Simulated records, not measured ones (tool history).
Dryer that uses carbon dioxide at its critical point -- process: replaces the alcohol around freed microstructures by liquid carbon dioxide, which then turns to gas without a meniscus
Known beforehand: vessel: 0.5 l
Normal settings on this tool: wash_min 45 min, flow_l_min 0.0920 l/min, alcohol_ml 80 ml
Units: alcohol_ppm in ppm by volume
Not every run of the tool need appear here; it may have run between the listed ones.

| run | hour | wash_min | flow_l_min | alcohol_ml | alcohol_ppm |
|---|---|---|---|---|---|
| 1 | 0.0 | 45 | 0.0920 | 80 | 755 |
| 2 | 31.3 | 45 | 0.0920 | 48 | 520 |
|  | 48.1 | purifier's bed changed |
| 3 | 64.4 | 45 | 0.0920 | 48 | 387 |
| 4 | 91.0 | 61 | 0.0920 | 80 | 111 |
| 5 | 124.7 | 61 | 0.0920 | 80 | 108 |
| 6 | 154.2 | 61 | 0.0920 | 80 | 121 |
|  | 157.7 | inlet filter changed |
| 7 | 191.2 | 61 | 0.0920 | 80 | 67 |
| 8 | 216.2 | 58 | 0.0920 | 80 | 107 |
| 9 | 254.0 | 58 | 0.0920 | 80 | 120 |
| 10 | 276.2 | 45 | 0.0920 | 80 | 493 |
| 11 | 311.7 | 45 | 0.0920 | 80 | 510 |
| 12 | 334.2 | 45 | 0.0920 | 80 | 514 |
| 13 | 370.5 | 45 | 0.0920 | 80 | 524 |
| 14 | 390.4 | 50 | 0.0888 | 80 | 374 |
| 15 | 414.1 | 50 | 0.0888 | 80 | 390 |
| 16 | 437.6 | 50 | 0.0888 | 80 | 389 |
| 17 | 468.9 | 45 | 0.0920 | 20 | 193 |
| 18 | 496.0 | 45 | 0.1313 | 26 | 75 |
| 19 | 516.1 | 45 | 0.1313 | 26 | 78 |
| 20 | 543.2 | 43 | 0.1313 | 26 | 89 |
| 21 | 572.8 | 43 | 0.1313 | 26 | 88 |
| 22 | 601.3 | 43 | 0.1258 | 31 | 109 |
| 23 | 623.0 | 43 | 0.1258 | 100 | 191 |
| 24 | 659.0 | 67 | 0.0920 | 46 | 100 |
| 25 | 695.9 | 67 | 0.0920 | 46 | 101 |

Consider 4 possible next runs. They are alternatives, not a sequence: every one starts from the tool as it was left by run 25. What does each give?
| A | 720.8 | 33 | 0.0650 | 107 | ? |
| B | 720.8 | 42 | 0.0727 | 22 | ? |
| C | 720.8 | 56 | 0.0608 | 79 | ? |
| D | 720.8 | 50 | 0.0654 | 27 | ? |

| run | alcohol_ppm |
|---|---|
| A | 13394 |
| B | 871 |
| C | 2001 |
| D | 805 |
What these runs would have given with no unlogged condition in the tool:
| run | alcohol_ppm |
|---|---|
| A | 10635 |
| B | 572 |
| C | 1345 |
| D | 511 |
